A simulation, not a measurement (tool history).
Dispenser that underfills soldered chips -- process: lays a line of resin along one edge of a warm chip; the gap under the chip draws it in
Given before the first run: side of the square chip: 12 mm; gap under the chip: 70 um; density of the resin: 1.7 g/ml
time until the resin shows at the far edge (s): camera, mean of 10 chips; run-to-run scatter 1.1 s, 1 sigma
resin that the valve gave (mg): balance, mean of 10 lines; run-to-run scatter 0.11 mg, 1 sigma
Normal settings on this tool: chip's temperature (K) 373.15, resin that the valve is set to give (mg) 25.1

run	hour	chip's temperature (K)	resin that the valve is set to give (mg)	time until the resin shows at the far edge (s)	resin that the valve gave (mg)
1	0	373.15	25.1	104.3	24.56
2	11.9	373.15	25.1	149.4	24.52
# hour 13.2: new syringe of resin
3	18.2	373.15	25.1	110.9	24.46
# hour 29.2: new syringe of resin
4	30.7	373.15	25.1	101.9	24.22
5	41	373.15	25.1	136.9	23.88
# hour 45.2: new syringe of resin
6	52.2	373.15	25.1	117.6	23.97
# hour 61.5: new syringe of resin
7	63.4	373.15	25.1	102	23.71
8	74.7	373.15	25.1	142.7	23.65
# hour 77.9: new syringe of resin
9	86	373.15	25.1	122.4	23.49
# hour 93.9: new syringe of resin
10	93.9	373.15	25.1	94.6	23.42
11	105	373.15	25.1	129.8	23.31
# hour 110.3: new syringe of resin
12	116.3	373.15	25.1	114.7	23.29
# hour 126.8: new syringe of resin
13	127.3	373.15	32	93.4	29.16
14	136.9	373.15	32	123.6	29.38
# hour 140: dispensing valve cleaned and set on the balance
# hour 144.1: new syringe of resin
15	144.4	373.15	25.1	92.2	25.05
16	154.2	373.15	25.1	129	24.96
# hour 160.1: new syringe of resin
17	161.4	373.15	25.1	99.4	24.69
18	172.5	373.15	25.1	140	24.66
# hour 176.6: new syringe of resin
19	181.4	373.15	25.1	107.8	24.55
# hour 193.2: new syringe of resin
20	193.2	373.15	23.5	93.5	22.84
21	199.4	373.15	23.5	115.6	22.85
# hour 209.7: new syringe of resin
22	211	386.15	21.7	58	20.97
23	222.2	376.15	29.6	115.9	28.48
# hour 226.2: new syringe of resin
24	232.8	376.15	29.6	95.8	28.35
# hour 242.9: new syringe of resin
25	245.4	373.15	27.4	96	25.69
26	256.2	371.15	30.6	144.6	28.78
# hour 259.2: new syringe of resin
27	262.1	371.15	30.6	107.3	28.84
28	271.6	371.15	30.6	140.9	28.62
# hour 275.4: new syringe of resin
29	282.5	371.15	30.6	121.4	28.44
30	288.3	363.15	28.2	206.4	26.11
# hour 291.4: new syringe of resin
31	295.5	374.15	22.3	104.4	20.65
# hour 307.5: new syringe of resin
32	307.5	374.15	22.3	92	20.27
33	313.8	374.15	22.3	111.1	20.29
34	322.7	384.15	32.4	86.5	29.45
# hour 324: new syringe of resin
# hour 331.2: dispensing valve cleaned and set on the balance
35	334	384.15	32.4	72.9	32.53
36	339.9	360.15	26.9	256.9	26.77

Each run again, without the hidden state but with its own random variation kept:
Unlogged tool condition in this case: resin's viscosity, % of fresh resin's; dose that the valve gives, % of what is set; true chip temperature over the reading, C; drift of the gauge itself on fill_s, %; drift of the gauge itself on given_mg, %.
run	time until the resin shows at the far edge (s)	resin that the valve gave (mg)
1	103.8	25.1
2	103.9	25.2
3	104.1	25.21
4	105.8	25.11
5	104.5	24.9
6	103.7	25.12
7	104	25
8	103.8	25.1
9	104.3	25.07
10	103.7	25.09
11	102.3	25.1
12	105.4	25.23
13	101.6	31.77
14	100.8	32.18
15	102.3	25.12
16	106.6	25.15
17	104.2	24.96
18	105.5	25.09
19	103.1	25.09
20	104.5	23.48
21	107.3	23.55
22	61.4	21.75
23	89.2	29.73
24	87.3	29.75
25	100.3	27.15
26	109.9	30.57
27	111.2	30.73
28	109.9	30.66
29	111.3	30.64
30	159.6	28.22
31	101.4	22.39
32	102.6	22.12
33	102.6	22.22
34	62.3	32.41
35	62.1	32.53
36	187.2	26.85
